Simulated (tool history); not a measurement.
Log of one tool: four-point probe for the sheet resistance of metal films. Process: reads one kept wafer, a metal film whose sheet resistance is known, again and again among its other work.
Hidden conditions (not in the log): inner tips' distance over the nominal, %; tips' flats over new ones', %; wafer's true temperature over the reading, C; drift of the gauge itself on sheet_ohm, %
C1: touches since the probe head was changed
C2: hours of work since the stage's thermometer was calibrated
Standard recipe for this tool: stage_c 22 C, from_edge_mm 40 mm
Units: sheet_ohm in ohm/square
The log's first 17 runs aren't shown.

Run 18, hour 706: usual settings; C1 12690; C2 171. Result: sheet_ohm 4.717307 ohm/square.
At hour 711.1: stage's thermometer calibrated, once more.
Run 19, hour 736: usual settings but stage_c 19 C; C1 13117; C2 16. Result: sheet_ohm 4.724354 ohm/square.
Run 20, hour 770.4: usual settings but from_edge_mm 9 mm; C1 13616; C2 39. Result: sheet_ohm 4.734515 ohm/square.
Run 21, hour 817.3: usual settings but stage_c 23 C, from_edge_mm 38 mm; C1 14295; C2 70. Result: sheet_ohm 4.721951 ohm/square.
Run 22, hour 847.7: usual settings but stage_c 19 C, from_edge_mm 4 mm; C1 14735; C2 90. Result: sheet_ohm 4.784427 ohm/square.
Run 23, hour 904.8: usual settings but stage_c 19 C, from_edge_mm 4 mm; C1 15563; C2 128. Result: sheet_ohm 4.785331 ohm/square.
Run 24, hour 936.1: usual settings but stage_c 20 C, from_edge_mm 37 mm; C1 16016; C2 148. Result: sheet_ohm 4.723574 ohm/square.
Run 25, hour 961.6: usual settings but stage_c 20 C, from_edge_mm 37 mm; C1 16386; C2 165. Result: sheet_ohm 4.723012 ohm/square.
Run 26, hour 991.6: usual settings but stage_c 33 C, from_edge_mm 57 mm; C1 16820; C2 185. Result: sheet_ohm 4.718032 ohm/square.
Run 27, hour 1047.2: usual settings but stage_c 33 C, from_edge_mm 57 mm; C1 17626; C2 222. Result: sheet_ohm 4.719482 ohm/square.
Run 28, hour 1081.9: usual settings but stage_c 33 C, from_edge_mm 15 mm; C1 18127; C2 245. Result: sheet_ohm 4.724214 ohm/square.
Run 29, hour 1125: usual settings but stage_c 26 C, from_edge_mm 29 mm; C1 18752; C2 273. Result: sheet_ohm 4.719213 ohm/square.
Run 30, hour 1178.8: usual settings but stage_c 26 C, from_edge_mm 29 mm; C1 19531; C2 309. Result: sheet_ohm 4.72006 ohm/square.
Run 31, hour 1208.6: usual settings but stage_c 26 C, from_edge_mm 29 mm; C1 19964; C2 328. Result: sheet_ohm 4.721051 ohm/square.
Run 32, hour 1237.2: usual settings but stage_c 26 C, from_edge_mm 29 mm; C1 20377; C2 347. Result: sheet_ohm 4.719842 ohm/square.
Run 33, hour 1288.4: usual settings but stage_c 25 C, from_edge_mm 27 mm; C1 21119; C2 381. Result: sheet_ohm 4.720303 ohm/square.
Run 34, hour 1324.5: usual settings but stage_c 20 C, from_edge_mm 7 mm; C1 21642; C2 405. Result: sheet_ohm 4.739524 ohm/square.
Run 35, hour 1370.9: usual settings but stage_c 25 C, from_edge_mm 10 mm; C1 22314; C2 435. Result: sheet_ohm 4.730548 ohm/square.
Run 36, hour 1420.6: usual settings but stage_c 26 C, from_edge_mm 69 mm; C1 23034; C2 468. Result: sheet_ohm 4.717132 ohm/square.
Run 37, hour 1447: usual settings but stage_c 26 C, from_edge_mm 69 mm; C1 23416; C2 485. Result: sheet_ohm 4.717023 ohm/square.
Run 38, hour 1488.9: usual settings but stage_c 26 C, from_edge_mm 69 mm; C1 24023; C2 513. Result: sheet_ohm 4.717111 ohm/square.
Run 39, hour 1515.7: usual settings but stage_c 26 C, from_edge_mm 69 mm; C1 24412; C2 531. Result: sheet_ohm 4.718666 ohm/square.

Branching from run 39: 5 alternative next runs. What would each branch give?
Run A, hour 1569.4: usual settings but stage_c 21 C, from_edge_mm 69 mm; C1 25189; C2 566. Result: sheet_ohm ?.
Run B, hour 1569.4: usual settings but stage_c 24 C, from_edge_mm 16 mm; C1 25189; C2 566. Result: sheet_ohm ?.
Run C, hour 1569.4: usual settings but stage_c 29 C, from_edge_mm 38 mm; C1 25189; C2 566. Result: sheet_ohm ?.
Run D, hour 1569.4: usual settings but stage_c 29 C, from_edge_mm 5 mm; C1 25189; C2 566. Result: sheet_ohm ?.
Run E, hour 1569.4: usual settings but from_edge_mm 5 mm; C1 25189; C2 566. Result: sheet_ohm ?.

run  sheet_ohm
  A   4.717348
  B   4.721003
  C   4.715774
  D   4.757018
  E   4.758094
What these runs would have given with no unlogged condition in the tool:
run  sheet_ohm
  A   4.720167
  B   4.723803
  C   4.718537
  D   4.759804
  E    4.76093
